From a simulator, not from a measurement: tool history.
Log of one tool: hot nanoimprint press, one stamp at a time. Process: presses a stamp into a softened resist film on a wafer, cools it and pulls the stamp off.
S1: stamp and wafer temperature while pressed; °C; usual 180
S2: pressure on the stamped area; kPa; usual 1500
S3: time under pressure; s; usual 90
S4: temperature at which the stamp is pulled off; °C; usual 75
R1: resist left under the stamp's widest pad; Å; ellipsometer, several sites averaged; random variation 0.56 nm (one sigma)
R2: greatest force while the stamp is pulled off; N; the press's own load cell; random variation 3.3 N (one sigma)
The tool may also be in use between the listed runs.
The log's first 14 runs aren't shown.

run	hour	S1	S2	S3	S4	R1	R2
15	444.7	180	1500	90	75	1522	217
16	489.3	180	1500	90	75	1514	226
17	517.7	179	1500	134	75	1355	225
18	555.7	179	1500	135	66	1348	253
19	592.8	179	1280	85	66	1704	254
20	619.4	190	1500	140	75	883	230
21	656.2	189	1990	108	64	887	271
22	691.4	189	1990	108	64	889	259
# hour 730.9: stamp cleaned and given a new release coat
23	735.4	168	2370	69	64	2098	225
# hour 744.8: plate thermocouple calibrated
24	779.8	180	1500	107	65	1468	220
25	829.5	182	1400	149	75	1231	203
26	866.8	182	1400	149	75	1226	203
27	908.5	180	1050	169	75	1430	206
28	939.1	179	1500	116	75	1460	211
29	977.9	180	1500	60	61	1786	247
30	1021.1	180	990	90	75	1833	210
31	1049.7	180	990	90	75	1834	214

3 ways to go on from here, each from the tool as it stands after run 31. What would each give?
A	1078.6	183	910	90	75	?	?
B	1078.6	180	990	173	75	?	?
C	1078.6	180	1500	137	81	?	?

run	R1	R2
A	1721	217
B	1444	209
C	1304	198
Without the tool's hidden state the same runs would have given:
run	R1	R2
A	1723	200
B	1444	192
C	1285	182
